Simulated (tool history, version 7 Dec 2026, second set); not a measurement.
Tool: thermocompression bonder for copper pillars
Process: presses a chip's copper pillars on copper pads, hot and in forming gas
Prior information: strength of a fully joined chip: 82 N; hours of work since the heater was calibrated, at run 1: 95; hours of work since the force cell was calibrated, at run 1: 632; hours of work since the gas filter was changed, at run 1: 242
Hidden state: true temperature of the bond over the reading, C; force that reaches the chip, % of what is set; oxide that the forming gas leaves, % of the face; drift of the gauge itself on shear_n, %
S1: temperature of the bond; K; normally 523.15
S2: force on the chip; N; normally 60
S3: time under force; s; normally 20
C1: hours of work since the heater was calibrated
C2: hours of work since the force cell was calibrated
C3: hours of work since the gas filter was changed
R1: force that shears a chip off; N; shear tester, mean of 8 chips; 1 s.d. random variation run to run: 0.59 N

Run 1, hour 0: usual settings; C1 95; C2 632; C3 242. Result: R1 31.2 N.
Run 2, hour 30.7: usual settings; C1 110; C2 647; C3 257. Result: R1 30.5 N.
Run 3, hour 57.1: usual settings; C1 123; C2 659; C3 270. Result: R1 31.2 N.
Run 4, hour 78.1: usual settings but S1 529.15 K; C1 133; C2 670; C3 280. Result: R1 32.1 N.
Run 5, hour 108.7: usual settings but S1 529.15 K; C1 148; C2 684; C3 295. Result: R1 33.1 N.
Run 6, hour 129.7: usual settings but S1 522.15 K; C1 158; C2 695; C3 305. Result: R1 29.9 N.
Run 7, hour 153.4: usual settings but S1 522.15 K, S3 23 s; C1 169; C2 706; C3 316. Result: R1 30.9 N.
Run 8, hour 180.6: usual settings but S1 522.15 K, S3 23 s; C1 182; C2 719; C3 329. Result: R1 31.1 N.
At hour 202: forming gas filter changed.
Run 9, hour 211: usual settings but S1 522.15 K, S3 23 s; C1 197; C2 734; C3 4. Result: R1 34.2 N.
Run 10, hour 240.8: usual settings but S1 522.15 K, S3 23 s; C1 211; C2 748; C3 19. Result: R1 33.3 N.
Run 11, hour 254.8: usual settings but S1 548.15 K, S3 23 s; C1 218; C2 755; C3 26. Result: R1 46.3 N.
Run 12, hour 270.5: usual settings but S1 512.15 K; C1 226; C2 762; C3 33. Result: R1 28.3 N.
Run 13, hour 304: usual settings but S1 512.15 K; C1 242; C2 779; C3 49. Result: R1 26.2 N.
Run 14, hour 323.2: usual settings but S1 512.15 K; C1 251; C2 788; C3 59. Result: R1 27.7 N.
Run 15, hour 355: usual settings but S3 12 s; C1 267; C2 803; C3 74. Result: R1 26.3 N.
Run 16, hour 369: usual settings but S1 546.15 K, S2 38 N; C1 273; C2 810; C3 81. Result: R1 28.1 N.
Run 17, hour 394.7: usual settings but S1 546.15 K, S2 38 N; C1 286; C2 823; C3 93. Result: R1 28.5 N.
Run 18, hour 416.8: usual settings but S1 546.15 K, S2 38 N; C1 296; C2 833; C3 104. Result: R1 27.1 N.

Hidden condition of the tool, last listed run before each entry between runs versus first listed run after:
Runs 8 to 9: forming gas filter changed (hour 202)
  true temperature of the bond over the reading, C: 0.2 -> 0.1; force that reaches the chip, % of what is set: 104.5 -> 104.6; oxide that the forming gas leaves, % of the face: 8.92 -> 0.7
  measured less the result without the state, R1: -1.4 -> +1.4 N
